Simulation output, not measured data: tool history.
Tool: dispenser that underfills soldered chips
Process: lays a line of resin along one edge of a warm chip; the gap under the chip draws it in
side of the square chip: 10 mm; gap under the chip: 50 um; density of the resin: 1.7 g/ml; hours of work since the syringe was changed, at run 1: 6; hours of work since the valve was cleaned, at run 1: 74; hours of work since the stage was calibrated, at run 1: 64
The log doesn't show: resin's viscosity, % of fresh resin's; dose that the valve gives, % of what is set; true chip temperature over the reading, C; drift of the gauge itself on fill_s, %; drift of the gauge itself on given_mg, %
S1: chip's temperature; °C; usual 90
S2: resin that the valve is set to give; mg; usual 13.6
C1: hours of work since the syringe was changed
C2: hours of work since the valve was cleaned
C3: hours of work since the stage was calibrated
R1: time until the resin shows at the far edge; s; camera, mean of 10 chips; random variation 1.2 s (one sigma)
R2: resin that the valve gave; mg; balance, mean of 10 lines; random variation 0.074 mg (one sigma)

| run | hour | S1 | S2 | C1 | C2 | C3 | R1 | R2 |
|---|---|---|---|---|---|---|---|---|
| 1 | 0 | 90 | 13.6 | 6 | 74 | 64 | 160 | 12.61 |
| 2 | 2.9 | 90 | 13.6 | 8 | 76 | 66 | 172.8 | 12.6 |
|  | 5 | new syringe of resin |
| 3 | 5.4 | 90 | 12.4 | 0 | 77 | 67 | 120.3 | 11.42 |
| 4 | 9.2 | 90 | 12.4 | 3 | 80 | 69 | 137.1 | 11.52 |
| 5 | 11.9 | 102 | 13.6 | 4 | 81 | 71 | 103.4 | 12.54 |
| 6 | 14.6 | 102 | 13.6 | 6 | 83 | 73 | 109.9 | 12.52 |
| 7 | 16.7 | 102 | 13.6 | 7 | 84 | 74 | 116.3 | 12.56 |
| 8 | 19.5 | 88 | 13.6 | 9 | 86 | 76 | 199.6 | 12.34 |
|  | 20.3 | new syringe of resin |
| 9 | 23.2 | 84 | 13.6 | 2 | 88 | 78 | 153.1 | 12.53 |
| 10 | 26.1 | 84 | 17.2 | 4 | 90 | 80 | 166.1 | 15.75 |
| 11 | 29.6 | 79 | 12 | 6 | 92 | 82 | 229.5 | 11.07 |
| 12 | 32.6 | 79 | 12 | 8 | 94 | 84 | 252.3 | 10.83 |
|  | 35.5 | new syringe of resin |
| 13 | 35.5 | 93 | 12 | 0 | 96 | 85 | 108.7 | 10.95 |
| 14 | 38 | 92 | 15.1 | 2 | 97 | 87 | 115.3 | 13.85 |
| 15 | 41.3 | 84 | 13 | 4 | 99 | 89 | 168.9 | 11.7 |
|  | 44.4 | dispensing valve cleaned and set on the balance |
| 16 | 44.8 | 84 | 13 | 5 | 0 | 91 | 179.1 | 13 |
| 17 | 46.9 | 101 | 14.9 | 6 | 2 | 92 | 111.7 | 14.96 |
| 18 | 49.2 | 76 | 13.6 | 8 | 3 | 93 | 272.6 | 13.47 |
|  | 52 | new syringe of resin |
| 19 | 52.6 | 76 | 13.3 | 0 | 5 | 95 | 181.7 | 13.14 |
| 20 | 57.3 | 86 | 13.3 | 3 | 8 | 98 | 153.3 | 13.2 |

3 ways to go on from here, each from the tool as it stands after run 20. What would each give?
| A | 60 | 83 | 13.3 | 5 | 10 | 100 | ? | ? |
| B | 60 | 90 | 12.8 | 5 | 10 | 100 | ? | ? |
| C | 60 | 86 | 11.9 | 5 | 10 | 100 | ? | ? |

| run | R1 | R2 |
|---|---|---|
| A | 185.8 | 13.33 |
| B | 150.9 | 12.66 |
| C | 170.7 | 11.83 |
Without the tool's hidden state the same runs would have given:
| run | R1 | R2 |
|---|---|---|
| A | 141.8 | 13.41 |
| B | 115.3 | 12.74 |
| C | 130.3 | 11.91 |
